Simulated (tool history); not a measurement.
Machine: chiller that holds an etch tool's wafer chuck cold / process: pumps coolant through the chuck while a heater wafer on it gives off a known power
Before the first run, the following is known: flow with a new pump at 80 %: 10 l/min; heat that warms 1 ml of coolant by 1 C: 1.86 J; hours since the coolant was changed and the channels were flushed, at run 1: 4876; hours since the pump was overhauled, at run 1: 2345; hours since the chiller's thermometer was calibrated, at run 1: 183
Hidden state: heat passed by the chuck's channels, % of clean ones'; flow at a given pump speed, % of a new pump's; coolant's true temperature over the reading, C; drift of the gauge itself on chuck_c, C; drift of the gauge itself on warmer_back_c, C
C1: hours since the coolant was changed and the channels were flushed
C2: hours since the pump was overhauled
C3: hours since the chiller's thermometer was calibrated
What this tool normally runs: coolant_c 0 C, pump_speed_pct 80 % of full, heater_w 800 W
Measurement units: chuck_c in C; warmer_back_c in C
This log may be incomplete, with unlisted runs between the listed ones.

run 1 hour=0.0 | coolant_c=0 pump_speed_pct=80 heater_w=800 | C1=4876 C2=2345 C3=183 | chuck_c=5.8 warmer_back_c=2.58
-- hour=34.8 coolant changed, channels flushed
run 2 hour=65.5 | coolant_c=0 pump_speed_pct=80 heater_w=800 | C1=31 C2=2404 C3=243 | chuck_c=5.6 warmer_back_c=2.57
run 3 hour=121.1 | coolant_c=0 pump_speed_pct=80 heater_w=836 | C1=86 C2=2460 C3=298 | chuck_c=5.8 warmer_back_c=2.71
run 4 hour=185.5 | coolant_c=0 pump_speed_pct=80 heater_w=836 | C1=151 C2=2524 C3=363 | chuck_c=5.6 warmer_back_c=2.65
run 5 hour=268.2 | coolant_c=0 pump_speed_pct=80 heater_w=836 | C1=233 C2=2607 C3=445 | chuck_c=5.7 warmer_back_c=2.66
run 6 hour=362.0 | coolant_c=0 pump_speed_pct=80 heater_w=836 | C1=327 C2=2701 C3=539 | chuck_c=5.9 warmer_back_c=2.63
run 7 hour=420.1 | coolant_c=0 pump_speed_pct=80 heater_w=836 | C1=385 C2=2759 C3=597 | chuck_c=5.9 warmer_back_c=2.63
run 8 hour=463.0 | coolant_c=0 pump_speed_pct=80 heater_w=836 | C1=428 C2=2802 C3=640 | chuck_c=5.9 warmer_back_c=2.65
run 9 hour=557.8 | coolant_c=-4 pump_speed_pct=80 heater_w=800 | C1=523 C2=2897 C3=735 | chuck_c=1.6 warmer_back_c=2.50
run 10 hour=637.0 | coolant_c=0 pump_speed_pct=80 heater_w=800 | C1=602 C2=2976 C3=814 | chuck_c=5.7 warmer_back_c=2.53
run 11 hour=690.0 | coolant_c=0 pump_speed_pct=80 heater_w=800 | C1=655 C2=3029 C3=867 | chuck_c=5.6 warmer_back_c=2.53
run 12 hour=752.6 | coolant_c=0 pump_speed_pct=80 heater_w=932 | C1=718 C2=3092 C3=930 | chuck_c=6.5 warmer_back_c=2.88
run 13 hour=833.0 | coolant_c=0 pump_speed_pct=80 heater_w=932 | C1=798 C2=3172 C3=1010 | chuck_c=6.4 warmer_back_c=2.86
run 14 hour=878.8 | coolant_c=0 pump_speed_pct=80 heater_w=1004 | C1=844 C2=3218 C3=1056 | chuck_c=7.0 warmer_back_c=3.13
run 15 hour=973.5 | coolant_c=0 pump_speed_pct=80 heater_w=1004 | C1=939 C2=3312 C3=1151 | chuck_c=6.9 warmer_back_c=3.13
run 16 hour=1067.6 | coolant_c=0 pump_speed_pct=80 heater_w=1004 | C1=1033 C2=3407 C3=1245 | chuck_c=7.0 warmer_back_c=3.10
run 17 hour=1155.6 | coolant_c=1 pump_speed_pct=88 heater_w=411 | C1=1121 C2=3495 C3=1333 | chuck_c=3.8 warmer_back_c=1.08
run 18 hour=1212.7 | coolant_c=1 pump_speed_pct=88 heater_w=411 | C1=1178 C2=3552 C3=1390 | chuck_c=3.7 warmer_back_c=1.03
run 19 hour=1308.2 | coolant_c=-3 pump_speed_pct=95 heater_w=761 | C1=1273 C2=3647 C3=1485 | chuck_c=1.6 warmer_back_c=1.90
run 20 hour=1353.5 | coolant_c=-3 pump_speed_pct=95 heater_w=761 | C1=1319 C2=3692 C3=1531 | chuck_c=1.5 warmer_back_c=1.92
run 21 hour=1442.8 | coolant_c=-6 pump_speed_pct=95 heater_w=1157 | C1=1408 C2=3782 C3=1620 | chuck_c=0.9 warmer_back_c=2.96

Run 22 has not been measured yet. What should we expect?
run 22 hour=1510.1 | coolant_c=4 pump_speed_pct=95 heater_w=514 | C1=1475 C2=3849 C3=1687 | chuck_c=? warmer_back_c=?

chuck_c: 7.2 C
warmer_back_c: 1.27 C
With the hidden condition absent and the run-to-run variation left alone, this run would have shown chuck_c 7.2 C, warmer_back_c 1.45 C.
